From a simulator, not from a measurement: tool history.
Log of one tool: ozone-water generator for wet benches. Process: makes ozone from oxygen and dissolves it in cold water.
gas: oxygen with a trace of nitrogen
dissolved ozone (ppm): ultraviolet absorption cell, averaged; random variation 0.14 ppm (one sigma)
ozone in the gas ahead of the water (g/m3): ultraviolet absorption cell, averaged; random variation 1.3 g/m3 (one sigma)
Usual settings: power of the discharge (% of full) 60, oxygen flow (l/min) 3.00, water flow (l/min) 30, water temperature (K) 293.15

| run | hour | power of the discharge (% of full) | oxygen flow (l/min) | water flow (l/min) | water temperature (K) | dissolved ozone (ppm) | ozone in the gas ahead of the water (g/m3) |
|---|---|---|---|---|---|---|---|
| 1 | 0.0 | 60 | 3.00 | 30 | 293.15 | 15.3 | 237.1 |
| 2 | 103.9 | 60 | 3.00 | 30 | 293.15 | 14.9 | 234.3 |
| 3 | 204.1 | 60 | 3.00 | 22 | 293.15 | 19.5 | 234.8 |
| 4 | 312.7 | 56 | 3.00 | 22 | 293.15 | 18.8 | 227.8 |
| 5 | 411.3 | 60 | 3.00 | 30 | 293.15 | 15.2 | 236.9 |
| 6 | 563.0 | 60 | 3.00 | 30 | 293.15 | 15.2 | 235.1 |
| 7 | 655.4 | 60 | 3.00 | 30 | 293.15 | 15.3 | 236.5 |
| 8 | 737.3 | 60 | 3.00 | 30 | 293.15 | 15.2 | 239.3 |
| 9 | 822.7 | 64 | 3.00 | 30 | 293.15 | 15.7 | 246.0 |
| 10 | 925.4 | 64 | 3.00 | 19 | 293.15 | 22.7 | 243.7 |
| 11 | 999.6 | 75 | 3.00 | 18 | 301.15 | 22.6 | 267.3 |
| 12 | 1122.9 | 67 | 3.00 | 30 | 293.15 | 16.1 | 254.1 |
| 13 | 1238.0 | 52 | 2.77 | 30 | 293.15 | 13.7 | 230.5 |
| 14 | 1365.1 | 69 | 4.50 | 22 | 288.15 | 24.2 | 216.1 |
| 15 | 1518.7 | 77 | 3.00 | 30 | 293.15 | 17.3 | 270.9 |
| 16 | 1622.5 | 77 | 3.00 | 30 | 293.15 | 17.3 | 271.2 |
| 17 | 1748.4 | 77 | 3.00 | 30 | 293.15 | 17.0 | 271.0 |
| 18 | 1837.8 | 77 | 3.00 | 30 | 293.15 | 17.4 | 274.2 |

Forecast each of these 4 alternatives for the next run:
|  | 1905.8 | contactor cleaned |
| A | 1949.4 | 96 | 3.00 | 30 | 293.15 | ? | ? |
|  | 1905.8 | contactor cleaned |
| B | 1949.4 | 77 | 2.43 | 45 | 293.15 | ? | ? |
|  | 1905.8 | contactor cleaned |
| C | 1949.4 | 77 | 3.00 | 30 | 290.15 | ? | ? |
|  | 1905.8 | contactor cleaned |
| D | 1949.4 | 77 | 1.61 | 30 | 298.15 | ? | ? |

| run | dissolved ozone (ppm) | ozone in the gas ahead of the water (g/m3) |
|---|---|---|
| A | 19.3 | 307.9 |
| B | 11.1 | 299.8 |
| C | 17.7 | 273.0 |
| D | 13.3 | 360.5 |
Without the tool's hidden state the same runs would have given:
| run | dissolved ozone (ppm) | ozone in the gas ahead of the water (g/m3) |
|---|---|---|
| A | 19.3 | 300.8 |
| B | 11.1 | 292.8 |
| C | 17.7 | 266.7 |
| D | 13.3 | 352.2 |

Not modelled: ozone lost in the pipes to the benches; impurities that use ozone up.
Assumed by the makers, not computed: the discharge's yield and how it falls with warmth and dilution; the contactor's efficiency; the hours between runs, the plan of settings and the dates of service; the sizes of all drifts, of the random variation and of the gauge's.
